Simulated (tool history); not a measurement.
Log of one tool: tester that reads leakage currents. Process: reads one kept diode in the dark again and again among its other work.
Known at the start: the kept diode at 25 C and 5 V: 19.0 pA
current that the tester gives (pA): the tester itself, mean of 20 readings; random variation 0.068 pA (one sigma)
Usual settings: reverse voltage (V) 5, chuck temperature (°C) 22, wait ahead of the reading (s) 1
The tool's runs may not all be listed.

run      day  reverse voltage (V)  chuck temperature (°C)  wait ahead of the reading (s)  current that the tester gives (pA)
  1        0                    5                      22                              1                               13.54
  2    4.538                    5                      22                              1                               13.66
  3   11.146                    5                      22                              1                               14.08
  4   16.396                    5                      22                              1                               14.57
  5   24.242                    5                      22                              1                               15.05
  6    30.15                 5.99                      22                              1                               16.84
      31.908  -- tester calibrated
  7   36.671                 1.49                      22                              1                                8.48
  8   44.329                 1.49                      22                              1                                8.62
      46.475  -- chuck's temperature calibrated
  9   51.988                 1.49                      22                              1                                7.73
 10   58.562                 1.49                      22                              1                                7.87
       59.05  -- probe card cleaned and baked
 11   65.933                 1.49                      22                              1                                6.34
 12    73.55                 1.49                      22                              1                                6.53
      78.988  -- chuck's temperature calibrated, once more
 13   79.717                 1.49                      22                              1                                 9.5
 14   86.688                 1.49                      22                              1                                9.54
 15   92.208                 1.49                      22                              1                                9.55
 16   97.808                 1.49                      22                              1                                9.66
 17  104.829                 1.49                      22                           0.97                                 9.7
 18  108.925                 1.49                      22                           0.97                                9.79
 19  115.175                    5                      22                           0.44                               19.27
 20  122.554                    5                      22                           0.44                               19.68
     126.842  -- probe card cleaned and baked
 21  127.483                    5                      22                           3.82                               13.72
 22  133.696                 15.9                      22                              1                               24.84
 23  139.775                    5                      60                           0.55                              279.96
 24  144.567                    5                      60                           0.55                              278.97
 25  149.383                 2.15                      22                              1                               10.18
 26  153.458                 5.66                      39                           3.73                               60.88
 27  157.083                 5.66                      39                            5.5                               60.69
 28  162.879                 4.79                      46                           4.98                               96.23
 29   170.65                 1.11                      24                           1.59                                9.13
 30  177.575                 1.86                      29                           4.38                               17.05
 31  182.238                 1.86                      29                           4.38                               16.95
 32   188.35                 8.36                      22                           0.54                               24.65
     194.638  -- probe card cleaned and baked
 33  194.917                 8.36                      48                           3.89                              131.07

Forecast run 34:
 34  202.246                 8.92                      27                           2.52                                   ?

{"run 34": {"current that the tester gives (pA)": 25.27}}
Without the tool's hidden state the same run would have given current that the tester gives (pA) 29.28.
